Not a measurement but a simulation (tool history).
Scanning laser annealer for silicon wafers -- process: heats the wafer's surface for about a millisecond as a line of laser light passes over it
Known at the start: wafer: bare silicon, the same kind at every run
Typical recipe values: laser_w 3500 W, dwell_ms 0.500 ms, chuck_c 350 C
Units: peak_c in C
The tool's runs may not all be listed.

run   hour  laser_w  dwell_ms  chuck_c  peak_c
  1    0.0     3500     0.500      350    1058
  2   11.6     3500     0.500      350    1059
  3   23.4     3500     0.593      350    1125
  4   32.6     3500     0.500      350    1059
  5   40.3     3500     0.500      350    1056
  6   51.7     3500     0.500      350    1057
  7   61.8     3500     0.500      350    1055
  8   71.3     3500     0.500      350    1057
  9   78.8     3500     0.500      350    1058
 10   88.4     3500     0.500      350    1057
 11   99.1     3500     0.500      350    1057
 12  111.7     3500     0.404      350     981
 13  121.8     3500     0.500      350    1056
 14  128.8     3500     0.500      350    1056
 15  135.4     3500     0.500      350    1056
 16  142.9     3500     0.500      350    1054
 17  155.8     3500     0.500      350    1058
 18  165.7     3500     0.500      350    1056
 19  176.8     3788     0.500      350    1131
 20  183.5     3788     0.500      350    1133
 21  191.6     3518     0.503      315    1028
 22  202.5     3628     0.444      350    1041
 23  207.9     3061     0.535      351     963
 24  220.0     3500     0.617      327    1115
 25  229.8     3141     0.500      372     983
 26  238.2     3283     0.500      335     980
 27  243.9     3456     0.500      350    1040
 28  256.7     3224     0.455      373     970
 29  262.8     3332     0.516      350    1020
 30  268.4     3500     0.500      382    1082
 31  275.3     3307     0.617      390    1122
 32  283.7     3313     0.532      333    1008
 33  294.5     3768     0.500      320    1092
 34  304.4     3768     0.500      320    1094
 35  315.1     3768     0.500      320    1093
 36  328.0     3768     0.500      320    1092
 37  338.9     3500     0.350      332     910
 38  351.1     3500     0.350      332     909
 39  362.1     3500     0.350      332     911
 40  375.1     3500     0.543      380    1114

Predict each of these 4 candidate next runs independently; none follows another, all start after run 40:
  A  386.9     3140     0.543      380       ?
  B  386.9     3758     0.440      339       ?
  C  386.9     3500     0.594      322       ?
  D  386.9     3771     0.543      315       ?

run  peak_c
  A    1012
  B    1058
  C    1093
  D    1123
What these runs would have given with no unlogged condition in the tool:
run  peak_c
  A    1051
  B    1102
  C    1140
  D    1173
